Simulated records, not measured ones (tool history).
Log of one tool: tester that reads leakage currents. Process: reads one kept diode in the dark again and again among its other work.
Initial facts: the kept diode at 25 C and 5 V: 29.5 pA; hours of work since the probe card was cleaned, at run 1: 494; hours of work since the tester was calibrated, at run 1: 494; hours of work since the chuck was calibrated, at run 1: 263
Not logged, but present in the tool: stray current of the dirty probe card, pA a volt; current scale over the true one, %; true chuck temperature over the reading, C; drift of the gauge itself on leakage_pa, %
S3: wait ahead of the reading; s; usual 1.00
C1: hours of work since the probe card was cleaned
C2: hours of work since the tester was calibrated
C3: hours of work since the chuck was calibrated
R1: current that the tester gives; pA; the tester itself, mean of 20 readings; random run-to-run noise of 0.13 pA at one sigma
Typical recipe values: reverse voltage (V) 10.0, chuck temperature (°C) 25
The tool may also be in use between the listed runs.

Run 1, hour 0.0: usual settings; C1 494; C2 494; C3 263. Result: R1 39.25 pA.
Run 2, hour 150.9: usual settings; C1 605; C2 605; C3 373. Result: R1 39.18 pA.
Run 3, hour 322.8: usual settings; C1 730; C2 730; C3 499. Result: R1 39.13 pA.
Run 4, hour 400.1: usual settings but chuck temperature (°C) 21; C1 787; C2 787; C3 555. Result: R1 29.41 pA.
Run 5, hour 552.3: usual settings but chuck temperature (°C) 21; C1 898; C2 898; C3 667. Result: R1 29.53 pA.
Run 6, hour 689.1: usual settings but chuck temperature (°C) 21; C1 998; C2 998; C3 767. Result: R1 29.36 pA.
Run 7, hour 797.5: usual settings; C1 1078; C2 1078; C3 846. Result: R1 39.52 pA.
Run 8, hour 973.6: usual settings; C1 1206; C2 1206; C3 975. Result: R1 39.52 pA.
At hour 991.9: chuck's temperature calibrated.
Run 9, hour 1116.5: usual settings but S3 8.31 s; C1 1309; C2 1309; C3 91. Result: R1 38.38 pA.
Run 10, hour 1203.7: usual settings but chuck temperature (°C) 30, S3 8.31 s; C1 1373; C2 1373; C3 155. Result: R1 55.42 pA.
Run 11, hour 1376.4: usual settings but chuck temperature (°C) 52; C1 1499; C2 1499; C3 281. Result: R1 241.38 pA.
Run 12, hour 1517.9: usual settings but chuck temperature (°C) 52; C1 1603; C2 1603; C3 385. Result: R1 240.95 pA.
Run 13, hour 1666.6: usual settings but reverse voltage (V) 2.5, chuck temperature (°C) 52; C1 1712; C2 1712; C3 493. Result: R1 144.87 pA.
Run 14, hour 1815.6: usual settings; C1 1821; C2 1821; C3 602. Result: R1 39.48 pA.
Run 15, hour 1939.9: usual settings; C1 1912; C2 1912; C3 693. Result: R1 39.36 pA.
Run 16, hour 2022.2: usual settings but S3 0.71 s; C1 1972; C2 1972; C3 753. Result: R1 39.86 pA.
Run 17, hour 2190.2: usual settings; C1 2095; C2 2095; C3 876. Result: R1 39.35 pA.
At hour 2339.3: chuck's temperature calibrated.
Run 18, hour 2361.2: usual settings; C1 2218; C2 2218; C3 16. Result: R1 39.37 pA.

For run 19, what comes out?
Run 19, hour 2492.7: usual settings but S3 0.67 s; C1 2314; C2 2314; C3 112. Result: R1 ?.

Run 19 measured R1 39.90 pA.
Had the tool carried no hidden state, the very same run would have given R1 39.85 pA.
